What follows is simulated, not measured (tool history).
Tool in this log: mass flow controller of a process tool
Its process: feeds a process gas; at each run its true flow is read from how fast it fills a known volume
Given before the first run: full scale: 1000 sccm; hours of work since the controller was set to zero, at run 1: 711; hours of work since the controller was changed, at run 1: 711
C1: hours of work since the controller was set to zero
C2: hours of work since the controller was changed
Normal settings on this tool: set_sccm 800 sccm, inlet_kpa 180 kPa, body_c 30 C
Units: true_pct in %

run 1 day=0 | set_sccm=800 inlet_kpa=180 body_c=30 | C1=711 C2=711 | true_pct=99.19
run 2 day=3.4 | set_sccm=800 inlet_kpa=180 body_c=30 | C1=759 C2=759 | true_pct=99.06
run 3 day=5.358 | set_sccm=800 inlet_kpa=180 body_c=30 | C1=786 C2=786 | true_pct=99.15
run 4 day=7.021 | set_sccm=800 inlet_kpa=180 body_c=30 | C1=810 C2=810 | true_pct=99.23
run 5 day=8.912 | set_sccm=800 inlet_kpa=180 body_c=30 | C1=836 C2=836 | true_pct=99.16
run 6 day=10.421 | set_sccm=800 inlet_kpa=180 body_c=30 | C1=857 C2=857 | true_pct=99.27
run 7 day=11.967 | set_sccm=800 inlet_kpa=180 body_c=30 | C1=879 C2=879 | true_pct=99.24
run 8 day=13.362 | set_sccm=800 inlet_kpa=180 body_c=26 | C1=899 C2=899 | true_pct=99.66
run 9 day=14.833 | set_sccm=800 inlet_kpa=180 body_c=26 | C1=919 C2=919 | true_pct=99.59
run 10 day=18.017 | set_sccm=800 inlet_kpa=180 body_c=30 | C1=964 C2=964 | true_pct=98.97
run 11 day=20.362 | set_sccm=800 inlet_kpa=180 body_c=30 | C1=997 C2=997 | true_pct=99.1
run 12 day=23.25 | set_sccm=800 inlet_kpa=180 body_c=30 | C1=1037 C2=1037 | true_pct=99.01
run 13 day=24.817 | set_sccm=204 inlet_kpa=180 body_c=21 | C1=1059 C2=1059 | true_pct=99.8
run 14 day=26.471 | set_sccm=393 inlet_kpa=180 body_c=30 | C1=1082 C2=1082 | true_pct=98.93
run 15 day=28.588 | set_sccm=811 inlet_kpa=193 body_c=30 | C1=1112 C2=1112 | true_pct=99.09
run 16 day=30.092 | set_sccm=811 inlet_kpa=193 body_c=30 | C1=1133 C2=1133 | true_pct=99.03
run 17 day=33.3 | set_sccm=811 inlet_kpa=193 body_c=30 | C1=1178 C2=1178 | true_pct=99.27
run 18 day=36.717 | set_sccm=811 inlet_kpa=193 body_c=30 | C1=1226 C2=1226 | true_pct=99.19
run 19 day=39.517 | set_sccm=811 inlet_kpa=193 body_c=30 | C1=1265 C2=1265 | true_pct=99.15
run 20 day=41.729 | set_sccm=811 inlet_kpa=213 body_c=23 | C1=1296 C2=1296 | true_pct=99.76
run 21 day=43.454 | set_sccm=811 inlet_kpa=213 body_c=23 | C1=1320 C2=1320 | true_pct=99.63
run 22 day=45.096 | set_sccm=118 inlet_kpa=168 body_c=23 | C1=1343 C2=1343 | true_pct=100.16
run 23 day=46.554 | set_sccm=453 inlet_kpa=250 body_c=39 | C1=1364 C2=1364 | true_pct=97.86

Predict each of these 5 candidate next runs independently; none follows another, all start after run 23:
run A day=48.233 | set_sccm=908 inlet_kpa=200 body_c=39 | C1=1387 C2=1387 | true_pct=?
run B day=48.233 | set_sccm=253 inlet_kpa=190 body_c=23 | C1=1387 C2=1387 | true_pct=?
run C day=48.233 | set_sccm=109 inlet_kpa=250 body_c=39 | C1=1387 C2=1387 | true_pct=?
run D day=48.233 | set_sccm=291 inlet_kpa=180 body_c=40 | C1=1387 C2=1387 | true_pct=?
run E day=48.233 | set_sccm=187 inlet_kpa=250 body_c=30 | C1=1387 C2=1387 | true_pct=?

run=A true_pct=98.2
run=B true_pct=99.53
run=C true_pct=98.52
run=D true_pct=97.88
run=E true_pct=98.96
Had the tool no hidden state, the same runs would have come out as:
run=A true_pct=98.55
run=B true_pct=99.46
run=C true_pct=97.67
run=D true_pct=97.89
run=E true_pct=98.69
